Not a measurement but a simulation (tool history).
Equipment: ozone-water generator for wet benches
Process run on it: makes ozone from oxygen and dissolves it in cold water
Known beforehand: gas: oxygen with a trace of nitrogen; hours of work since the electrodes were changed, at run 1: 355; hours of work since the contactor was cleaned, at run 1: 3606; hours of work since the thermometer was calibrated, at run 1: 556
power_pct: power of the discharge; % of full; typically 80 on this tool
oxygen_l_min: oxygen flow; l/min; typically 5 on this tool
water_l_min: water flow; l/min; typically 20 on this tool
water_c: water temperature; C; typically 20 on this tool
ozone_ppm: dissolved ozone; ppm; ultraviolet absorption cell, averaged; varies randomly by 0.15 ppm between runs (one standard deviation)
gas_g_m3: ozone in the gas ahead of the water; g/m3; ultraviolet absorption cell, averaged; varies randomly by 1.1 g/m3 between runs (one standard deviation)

run	hour	power_pct	oxygen_l_min	water_l_min	water_c	hours of work since the electrodes were changed	hours of work since the contactor was cleaned	hours of work since the thermometer was calibrated	ozone_ppm	gas_g_m3
1	0	80	5	20	20	355	3606	556	19.5	201
2	133.9	80	5	20	20	470	3721	671	19.5	204
3	242.6	80	5	20	20	563	3814	764	19.5	203.2
4	406.4	80	3.28	20	20	704	3954	905	17.5	234.8
5	522	80	5	20	20	803	4053	1004	19.6	203.9
6	633.3	80	5	20	20	898	4149	1099	19.4	202.4
7	792.5	80	5	14	22	1035	4285	1236	24.5	200.5
8	943.2	80	7.32	19	22	1164	4414	1365	20.7	176.5
9	1047.3	57	7.46	19	16	1253	4504	1454	19.5	149.9
10	1144.2	57	7.46	19	16	1336	4587	1538	19.1	150

Forecast each of these 5 alternatives for the next run:
A	1275.6	80	2.9	13	20	1449	4699	1650	?	?
B	1275.6	53	2.88	19	16	1449	4699	1650	?	?
C	1275.6	45	5	15	16	1449	4699	1650	?	?
D	1275.6	66	5	14	14	1449	4699	1650	?	?
E	1275.6	43	5	19	27	1449	4699	1650	?	?

run	ozone_ppm	gas_g_m3
A	24.1	244.2
B	14.9	198.7
C	19	150.8
D	24.9	183.7
E	13.2	146.8
The same runs, with their run-to-run variation unchanged, on a tool lacking any hidden condition would have given:
run	ozone_ppm	gas_g_m3
A	24.1	246.6
B	15	200.6
C	19	152.2
D	24.9	185.5
E	13.2	148.2
